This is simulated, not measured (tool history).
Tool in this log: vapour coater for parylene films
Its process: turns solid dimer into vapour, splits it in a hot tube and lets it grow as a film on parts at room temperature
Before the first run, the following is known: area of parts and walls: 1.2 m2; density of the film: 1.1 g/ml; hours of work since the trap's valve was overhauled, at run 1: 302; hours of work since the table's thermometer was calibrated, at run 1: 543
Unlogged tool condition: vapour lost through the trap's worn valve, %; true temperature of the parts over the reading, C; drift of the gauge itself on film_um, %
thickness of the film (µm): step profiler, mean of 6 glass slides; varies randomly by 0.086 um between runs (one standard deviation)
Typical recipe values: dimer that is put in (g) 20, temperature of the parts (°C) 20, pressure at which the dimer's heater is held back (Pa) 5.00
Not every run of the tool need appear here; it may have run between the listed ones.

run	day	dimer that is put in (g)	temperature of the parts (°C)	pressure at which the dimer's heater is held back (Pa)	hours of work since the trap's valve was overhauled	hours of work since the table's thermometer was calibrated	thickness of the film (µm)
1	0.000	20	20	5.00	302	543	9.93
2	1.625	20	20	3.73	321	562	10.28
3	3.892	20	20	2.28	347	588	11.17
4	5.575	20	20	5.00	367	608	9.86
5	7.208	20	20	5.00	385	626	9.74
6	8.300	19	22	5.76	398	639	8.53
7	9.333	19	14	7.00	410	651	9.97
8	10.475	19	12	4.64	423	664	11.10
9	11.921	19	12	4.64	440	681	11.09
10	13.862	12	12	2.63	463	704	7.69

Branching from run 10: 3 alternative next runs. What would each branch give?
# day 15.200: trap's valve overhauled
A	16.225	27	12	5.03	12	729	?
# day 15.200: trap's valve overhauled
B	16.225	20	24	5.00	12	729	?
# day 15.200: trap's valve overhauled
C	16.225	28	12	2.63	12	729	?

run	thickness of the film (µm)
A	16.70
B	9.48
C	19.30
With no hidden state in the tool, these same runs would have given:
run	thickness of the film (µm)
A	16.92
B	9.60
C	19.55

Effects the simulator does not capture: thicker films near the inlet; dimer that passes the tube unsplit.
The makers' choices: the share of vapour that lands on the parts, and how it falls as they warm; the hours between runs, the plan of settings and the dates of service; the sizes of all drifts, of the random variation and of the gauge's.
